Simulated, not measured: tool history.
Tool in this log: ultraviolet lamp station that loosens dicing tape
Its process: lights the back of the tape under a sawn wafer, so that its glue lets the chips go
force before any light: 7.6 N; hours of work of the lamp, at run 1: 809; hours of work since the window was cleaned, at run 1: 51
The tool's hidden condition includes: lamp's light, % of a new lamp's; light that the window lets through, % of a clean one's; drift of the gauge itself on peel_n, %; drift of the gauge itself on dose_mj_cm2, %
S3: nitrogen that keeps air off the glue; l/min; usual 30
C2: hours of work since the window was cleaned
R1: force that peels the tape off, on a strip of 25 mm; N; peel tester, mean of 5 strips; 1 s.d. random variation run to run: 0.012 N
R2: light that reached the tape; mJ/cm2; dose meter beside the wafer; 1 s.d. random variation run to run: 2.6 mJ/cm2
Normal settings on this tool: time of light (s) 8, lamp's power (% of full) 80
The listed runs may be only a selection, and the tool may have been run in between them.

{"run": 1, "hour": 0.0, "time of light (s)": 8, "lamp's power (% of full)": 80, "S3": 30, "hours of work of the lamp": 809, "C2": 51, "R1": 1.44, "R2": 206}
{"run": 2, "hour": 18.6, "time of light (s)": 8, "lamp's power (% of full)": 80, "S3": 30, "hours of work of the lamp": 820, "C2": 61, "R1": 1.529, "R2": 205}
{"hour": 26.0, "done": "lamp changed"}
{"run": 3, "hour": 51.8, "time of light (s)": 8, "lamp's power (% of full)": 80, "S3": 30, "hours of work of the lamp": 14, "C2": 79, "R1": 0.607, "R2": 317}
{"run": 4, "hour": 82.6, "time of light (s)": 8, "lamp's power (% of full)": 80, "S3": 30, "hours of work of the lamp": 32, "C2": 96, "R1": 0.638, "R2": 317}
{"run": 5, "hour": 105.4, "time of light (s)": 8, "lamp's power (% of full)": 80, "S3": 30, "hours of work of the lamp": 45, "C2": 109, "R1": 0.648, "R2": 317}
{"run": 6, "hour": 130.4, "time of light (s)": 8, "lamp's power (% of full)": 80, "S3": 30, "hours of work of the lamp": 59, "C2": 123, "R1": 0.681, "R2": 310}
{"run": 7, "hour": 172.2, "time of light (s)": 8, "lamp's power (% of full)": 80, "S3": 30, "hours of work of the lamp": 82, "C2": 147, "R1": 0.715, "R2": 305}
{"run": 8, "hour": 193.3, "time of light (s)": 13, "lamp's power (% of full)": 80, "S3": 30, "hours of work of the lamp": 94, "C2": 158, "R1": 0.209, "R2": 497}
{"run": 9, "hour": 220.0, "time of light (s)": 13, "lamp's power (% of full)": 80, "S3": 30, "hours of work of the lamp": 109, "C2": 173, "R1": 0.191, "R2": 487}
{"run": 10, "hour": 250.3, "time of light (s)": 13, "lamp's power (% of full)": 80, "S3": 30, "hours of work of the lamp": 126, "C2": 190, "R1": 0.213, "R2": 483}
{"run": 11, "hour": 275.8, "time of light (s)": 13, "lamp's power (% of full)": 80, "S3": 30, "hours of work of the lamp": 140, "C2": 205, "R1": 0.211, "R2": 476}
{"run": 12, "hour": 312.2, "time of light (s)": 13, "lamp's power (% of full)": 80, "S3": 30, "hours of work of the lamp": 160, "C2": 225, "R1": 0.234, "R2": 472}
{"run": 13, "hour": 341.2, "time of light (s)": 13, "lamp's power (% of full)": 80, "S3": 30, "hours of work of the lamp": 177, "C2": 241, "R1": 0.238, "R2": 464}
{"run": 14, "hour": 378.2, "time of light (s)": 13, "lamp's power (% of full)": 80, "S3": 26, "hours of work of the lamp": 197, "C2": 262, "R1": 0.299, "R2": 451}
{"run": 15, "hour": 414.4, "time of light (s)": 8, "lamp's power (% of full)": 80, "S3": 30, "hours of work of the lamp": 218, "C2": 282, "R1": 0.873, "R2": 279}
{"run": 16, "hour": 443.4, "time of light (s)": 8, "lamp's power (% of full)": 80, "S3": 30, "hours of work of the lamp": 234, "C2": 299, "R1": 0.929, "R2": 274}
{"hour": 467.4, "done": "window cleaned of glue's vapour"}
{"run": 17, "hour": 480.3, "time of light (s)": 8, "lamp's power (% of full)": 80, "S3": 30, "hours of work of the lamp": 254, "C2": 7, "R1": 0.963, "R2": 259}
{"run": 18, "hour": 501.5, "time of light (s)": 8, "lamp's power (% of full)": 80, "S3": 30, "hours of work of the lamp": 266, "C2": 19, "R1": 1.02, "R2": 260}
{"run": 19, "hour": 533.1, "time of light (s)": 8, "lamp's power (% of full)": 80, "S3": 30, "hours of work of the lamp": 284, "C2": 37, "R1": 1.023, "R2": 253}
{"run": 20, "hour": 565.7, "time of light (s)": 8, "lamp's power (% of full)": 80, "S3": 30, "hours of work of the lamp": 302, "C2": 55, "R1": 1.093, "R2": 256}
{"run": 21, "hour": 587.8, "time of light (s)": 8, "lamp's power (% of full)": 80, "S3": 30, "hours of work of the lamp": 315, "C2": 68, "R1": 1.089, "R2": 250}
{"run": 22, "hour": 609.8, "time of light (s)": 8, "lamp's power (% of full)": 80, "S3": 30, "hours of work of the lamp": 327, "C2": 80, "R1": 1.087, "R2": 247}
{"hour": 616.4, "done": "window cleaned of glue's vapour, once more"}
{"run": 23, "hour": 634.2, "time of light (s)": 7, "lamp's power (% of full)": 80, "S3": 25, "hours of work of the lamp": 340, "C2": 10, "R1": 1.305, "R2": 247}
{"run": 24, "hour": 668.6, "time of light (s)": 7, "lamp's power (% of full)": 66, "S3": 25, "hours of work of the lamp": 360, "C2": 29, "R1": 1.796, "R2": 198}
{"run": 25, "hour": 691.3, "time of light (s)": 11, "lamp's power (% of full)": 91, "S3": 25, "hours of work of the lamp": 372, "C2": 42, "R1": 0.371, "R2": 422}
{"run": 26, "hour": 724.7, "time of light (s)": 11, "lamp's power (% of full)": 70, "S3": 25, "hours of work of the lamp": 391, "C2": 61, "R1": 0.76, "R2": 325}
{"run": 27, "hour": 766.5, "time of light (s)": 11, "lamp's power (% of full)": 70, "S3": 25, "hours of work of the lamp": 415, "C2": 84, "R1": 0.76, "R2": 314}
{"run": 28, "hour": 807.3, "time of light (s)": 12, "lamp's power (% of full)": 80, "S3": 30, "hours of work of the lamp": 438, "C2": 107, "R1": 0.39, "R2": 384}
{"run": 29, "hour": 824.4, "time of light (s)": 12, "lamp's power (% of full)": 80, "S3": 30, "hours of work of the lamp": 447, "C2": 117, "R1": 0.408, "R2": 382}
{"run": 30, "hour": 853.4, "time of light (s)": 12, "lamp's power (% of full)": 80, "S3": 30, "hours of work of the lamp": 463, "C2": 133, "R1": 0.424, "R2": 375}
{"run": 31, "hour": 887.7, "time of light (s)": 12, "lamp's power (% of full)": 80, "S3": 30, "hours of work of the lamp": 483, "C2": 152, "R1": 0.438, "R2": 370}
{"run": 32, "hour": 923.8, "time of light (s)": 5, "lamp's power (% of full)": 60, "S3": 51, "hours of work of the lamp": 503, "C2": 172, "R1": 2.493, "R2": 114}
{"run": 33, "hour": 954.5, "time of light (s)": 8, "lamp's power (% of full)": 77, "S3": 30, "hours of work of the lamp": 520, "C2": 190, "R1": 1.236, "R2": 229}
{"run": 34, "hour": 975.5, "time of light (s)": 14, "lamp's power (% of full)": 77, "S3": 19, "hours of work of the lamp": 532, "C2": 201, "R1": 0.579, "R2": 400}
{"run": 35, "hour": 1006.9, "time of light (s)": 7, "lamp's power (% of full)": 80, "S3": 17, "hours of work of the lamp": 549, "C2": 219, "R1": 2.172, "R2": 202}

The next listed run, before its measurement:
{"run": 36, "hour": 1032.7, "time of light (s)": 8, "lamp's power (% of full)": 80, "S3": 9, "hours of work of the lamp": 564, "C2": 233, "R1": "?", "R2": "?"}

Logged for run 36: R1 2.511 N, R2 231 mJ/cm2.
Take away the tool's hidden state, keep the run-to-run variation as it was, and the same run would have given R1 1.543 N, R2 336 mJ/cm2.

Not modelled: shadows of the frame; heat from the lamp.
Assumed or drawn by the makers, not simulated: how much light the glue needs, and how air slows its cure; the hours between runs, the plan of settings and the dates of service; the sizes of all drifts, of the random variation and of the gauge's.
